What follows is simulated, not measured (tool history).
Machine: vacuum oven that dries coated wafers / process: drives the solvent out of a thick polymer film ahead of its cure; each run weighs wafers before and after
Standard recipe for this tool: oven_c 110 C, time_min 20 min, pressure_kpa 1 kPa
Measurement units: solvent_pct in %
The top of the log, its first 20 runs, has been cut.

run 21 day=56.817 | oven_c=116 time_min=20 pressure_kpa=1 | solvent_pct=2.59
run 22 day=59.238 | oven_c=116 time_min=20 pressure_kpa=1 | solvent_pct=2.59
run 23 day=61.142 | oven_c=112 time_min=20 pressure_kpa=1 | solvent_pct=3.26
run 24 day=63.3 | oven_c=112 time_min=20 pressure_kpa=1 | solvent_pct=3.39
run 25 day=65.938 | oven_c=112 time_min=20 pressure_kpa=1 | solvent_pct=3.42
run 26 day=69.5 | oven_c=112 time_min=20 pressure_kpa=1 | solvent_pct=3.3
run 27 day=71.783 | oven_c=123 time_min=13 pressure_kpa=0.67 | solvent_pct=2.02
run 28 day=73.546 | oven_c=111 time_min=22 pressure_kpa=0.5 | solvent_pct=2.25
run 29 day=76.921 | oven_c=98 time_min=30 pressure_kpa=2.21 | solvent_pct=9.54

For run 30, what comes out?
run 30 day=79.183 | oven_c=99 time_min=34 pressure_kpa=1 | solvent_pct=?

Run 30 produced solvent_pct 5.12 %.
Had the tool carried no hidden state, the very same run would have given solvent_pct 4.18 %.
